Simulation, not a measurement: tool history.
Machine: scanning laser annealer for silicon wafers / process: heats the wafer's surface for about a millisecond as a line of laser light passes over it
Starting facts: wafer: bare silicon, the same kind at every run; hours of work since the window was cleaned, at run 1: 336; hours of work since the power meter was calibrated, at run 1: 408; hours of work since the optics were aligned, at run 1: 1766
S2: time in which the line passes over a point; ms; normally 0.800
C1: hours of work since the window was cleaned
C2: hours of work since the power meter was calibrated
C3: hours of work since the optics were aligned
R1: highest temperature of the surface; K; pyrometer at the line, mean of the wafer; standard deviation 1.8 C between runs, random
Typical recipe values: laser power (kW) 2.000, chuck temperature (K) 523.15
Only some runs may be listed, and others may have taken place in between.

{"run": 1, "hour": 0.0, "laser power (kW)": 2.0, "S2": 0.8, "chuck temperature (K)": 523.15, "C1": 336, "C2": 408, "C3": 1766, "R1": 1220.15}
{"run": 2, "hour": 17.9, "laser power (kW)": 2.0, "S2": 0.8, "chuck temperature (K)": 523.15, "C1": 345, "C2": 417, "C3": 1775, "R1": 1224.15}
{"run": 3, "hour": 45.3, "laser power (kW)": 2.0, "S2": 0.8, "chuck temperature (K)": 523.15, "C1": 359, "C2": 431, "C3": 1789, "R1": 1219.15}
{"run": 4, "hour": 60.9, "laser power (kW)": 2.0, "S2": 0.8, "chuck temperature (K)": 523.15, "C1": 366, "C2": 438, "C3": 1796, "R1": 1223.15}
{"run": 5, "hour": 87.6, "laser power (kW)": 2.0, "S2": 0.8, "chuck temperature (K)": 523.15, "C1": 379, "C2": 452, "C3": 1810, "R1": 1220.15}
{"run": 6, "hour": 101.3, "laser power (kW)": 2.0, "S2": 0.8, "chuck temperature (K)": 523.15, "C1": 386, "C2": 458, "C3": 1816, "R1": 1221.15}
{"run": 7, "hour": 122.7, "laser power (kW)": 2.0, "S2": 0.8, "chuck temperature (K)": 523.15, "C1": 397, "C2": 469, "C3": 1827, "R1": 1221.15}
{"run": 8, "hour": 145.1, "laser power (kW)": 2.0, "S2": 0.8, "chuck temperature (K)": 523.15, "C1": 408, "C2": 480, "C3": 1838, "R1": 1219.15}
{"run": 9, "hour": 165.6, "laser power (kW)": 1.878, "S2": 0.8, "chuck temperature (K)": 523.15, "C1": 418, "C2": 490, "C3": 1848, "R1": 1180.15}
{"run": 10, "hour": 180.8, "laser power (kW)": 1.878, "S2": 0.8, "chuck temperature (K)": 523.15, "C1": 425, "C2": 498, "C3": 1856, "R1": 1173.15}
{"run": 11, "hour": 193.2, "laser power (kW)": 1.878, "S2": 0.8, "chuck temperature (K)": 523.15, "C1": 432, "C2": 504, "C3": 1862, "R1": 1176.15}
{"hour": 217.7, "done": "optics aligned, line set to its width"}
{"run": 12, "hour": 219.2, "laser power (kW)": 1.878, "S2": 0.8, "chuck temperature (K)": 523.15, "C1": 442, "C2": 514, "C3": 1, "R1": 1178.15}
{"run": 13, "hour": 238.2, "laser power (kW)": 2.0, "S2": 0.8, "chuck temperature (K)": 523.15, "C1": 451, "C2": 524, "C3": 10, "R1": 1219.15}
{"run": 14, "hour": 265.1, "laser power (kW)": 2.0, "S2": 0.8, "chuck temperature (K)": 523.15, "C1": 465, "C2": 537, "C3": 23, "R1": 1221.15}
{"run": 15, "hour": 288.7, "laser power (kW)": 2.0, "S2": 0.8, "chuck temperature (K)": 523.15, "C1": 476, "C2": 549, "C3": 35, "R1": 1217.15}
{"run": 16, "hour": 310.0, "laser power (kW)": 2.0, "S2": 0.8, "chuck temperature (K)": 517.15, "C1": 487, "C2": 559, "C3": 46, "R1": 1211.15}
{"run": 17, "hour": 332.9, "laser power (kW)": 2.0, "S2": 0.8, "chuck temperature (K)": 517.15, "C1": 498, "C2": 570, "C3": 57, "R1": 1208.15}
{"run": 18, "hour": 349.1, "laser power (kW)": 2.0, "S2": 0.8, "chuck temperature (K)": 523.15, "C1": 506, "C2": 578, "C3": 65, "R1": 1217.15}
{"run": 19, "hour": 372.5, "laser power (kW)": 2.0, "S2": 0.8, "chuck temperature (K)": 523.15, "C1": 518, "C2": 590, "C3": 77, "R1": 1214.15}
{"run": 20, "hour": 400.4, "laser power (kW)": 2.0, "S2": 0.8, "chuck temperature (K)": 523.15, "C1": 532, "C2": 604, "C3": 90, "R1": 1217.15}
{"run": 21, "hour": 428.1, "laser power (kW)": 2.0, "S2": 0.8, "chuck temperature (K)": 523.15, "C1": 545, "C2": 617, "C3": 104, "R1": 1213.15}
{"run": 22, "hour": 453.4, "laser power (kW)": 2.0, "S2": 0.8, "chuck temperature (K)": 523.15, "C1": 558, "C2": 630, "C3": 117, "R1": 1211.15}
{"run": 23, "hour": 467.9, "laser power (kW)": 2.0, "S2": 0.8, "chuck temperature (K)": 523.15, "C1": 565, "C2": 637, "C3": 124, "R1": 1209.15}
{"run": 24, "hour": 482.8, "laser power (kW)": 2.0, "S2": 0.8, "chuck temperature (K)": 523.15, "C1": 572, "C2": 645, "C3": 131, "R1": 1211.15}
{"run": 25, "hour": 510.1, "laser power (kW)": 2.0, "S2": 0.967, "chuck temperature (K)": 544.15, "C1": 586, "C2": 658, "C3": 145, "R1": 1287.15}
{"run": 26, "hour": 525.4, "laser power (kW)": 2.091, "S2": 0.851, "chuck temperature (K)": 546.15, "C1": 593, "C2": 666, "C3": 152, "R1": 1282.15}
{"run": 27, "hour": 552.6, "laser power (kW)": 2.129, "S2": 0.809, "chuck temperature (K)": 523.15, "C1": 607, "C2": 679, "C3": 166, "R1": 1256.15}
{"run": 28, "hour": 580.6, "laser power (kW)": 1.811, "S2": 0.641, "chuck temperature (K)": 534.15, "C1": 621, "C2": 693, "C3": 179, "R1": 1100.15}
{"run": 29, "hour": 604.4, "laser power (kW)": 1.811, "S2": 0.641, "chuck temperature (K)": 534.15, "C1": 632, "C2": 705, "C3": 191, "R1": 1098.15}
{"hour": 607.8, "done": "window over the wafer cleaned"}
{"run": 30, "hour": 631.7, "laser power (kW)": 1.811, "S2": 0.641, "chuck temperature (K)": 534.15, "C1": 12, "C2": 717, "C3": 204, "R1": 1130.15}
{"run": 31, "hour": 643.9, "laser power (kW)": 2.086, "S2": 0.8, "chuck temperature (K)": 516.15, "C1": 18, "C2": 723, "C3": 210, "R1": 1273.15}
{"run": 32, "hour": 672.2, "laser power (kW)": 2.19, "S2": 0.806, "chuck temperature (K)": 515.15, "C1": 32, "C2": 737, "C3": 224, "R1": 1309.15}
{"run": 33, "hour": 690.5, "laser power (kW)": 2.19, "S2": 0.806, "chuck temperature (K)": 515.15, "C1": 41, "C2": 746, "C3": 233, "R1": 1310.15}
{"run": 34, "hour": 702.4, "laser power (kW)": 2.195, "S2": 0.686, "chuck temperature (K)": 508.15, "C1": 47, "C2": 752, "C3": 239, "R1": 1246.15}
{"run": 35, "hour": 714.6, "laser power (kW)": 2.195, "S2": 0.686, "chuck temperature (K)": 508.15, "C1": 53, "C2": 758, "C3": 245, "R1": 1251.15}
{"run": 36, "hour": 733.6, "laser power (kW)": 2.195, "S2": 0.582, "chuck temperature (K)": 538.15, "C1": 62, "C2": 767, "C3": 254, "R1": 1226.15}
{"run": 37, "hour": 760.2, "laser power (kW)": 2.195, "S2": 0.582, "chuck temperature (K)": 538.15, "C1": 75, "C2": 781, "C3": 267, "R1": 1223.15}
{"run": 38, "hour": 788.7, "laser power (kW)": 2.195, "S2": 0.582, "chuck temperature (K)": 538.15, "C1": 89, "C2": 795, "C3": 281, "R1": 1224.15}
{"run": 39, "hour": 810.7, "laser power (kW)": 2.008, "S2": 0.655, "chuck temperature (K)": 550.15, "C1": 100, "C2": 806, "C3": 292, "R1": 1211.15}
{"run": 40, "hour": 830.4, "laser power (kW)": 2.008, "S2": 0.655, "chuck temperature (K)": 550.15, "C1": 110, "C2": 815, "C3": 302, "R1": 1210.15}
{"run": 41, "hour": 845.9, "laser power (kW)": 2.008, "S2": 0.599, "chuck temperature (K)": 550.15, "C1": 118, "C2": 823, "C3": 310, "R1": 1184.15}

The same runs without the tool's hidden state, with the same run-to-run variation:
Unlogged tool condition in this case: light that passes the window, % of a clean one's; laser's true power over the reading, %; width of the line over the set one, %; drift of the gauge itself on peak_c, C.
run=1 R1=1248.15
run=2 R1=1252.15
run=3 R1=1248.15
run=4 R1=1252.15
run=5 R1=1250.15
run=6 R1=1252.15
run=7 R1=1252.15
run=8 R1=1251.15
run=9 R1=1211.15
run=10 R1=1205.15
run=11 R1=1208.15
run=12 R1=1207.15
run=13 R1=1249.15
run=14 R1=1252.15
run=15 R1=1249.15
run=16 R1=1245.15
run=17 R1=1243.15
run=18 R1=1252.15
run=19 R1=1249.15
run=20 R1=1254.15
run=21 R1=1250.15
run=22 R1=1249.15
run=23 R1=1248.15
run=24 R1=1251.15
run=25 R1=1331.15
run=26 R1=1326.15
run=27 R1=1301.15
run=28 R1=1135.15
run=29 R1=1134.15
run=30 R1=1134.15
run=31 R1=1277.15
run=32 R1=1315.15
run=33 R1=1317.15
run=34 R1=1253.15
run=35 R1=1259.15
run=36 R1=1233.15
run=37 R1=1231.15
run=38 R1=1233.15
run=39 R1=1220.15
run=40 R1=1221.15
run=41 R1=1195.15
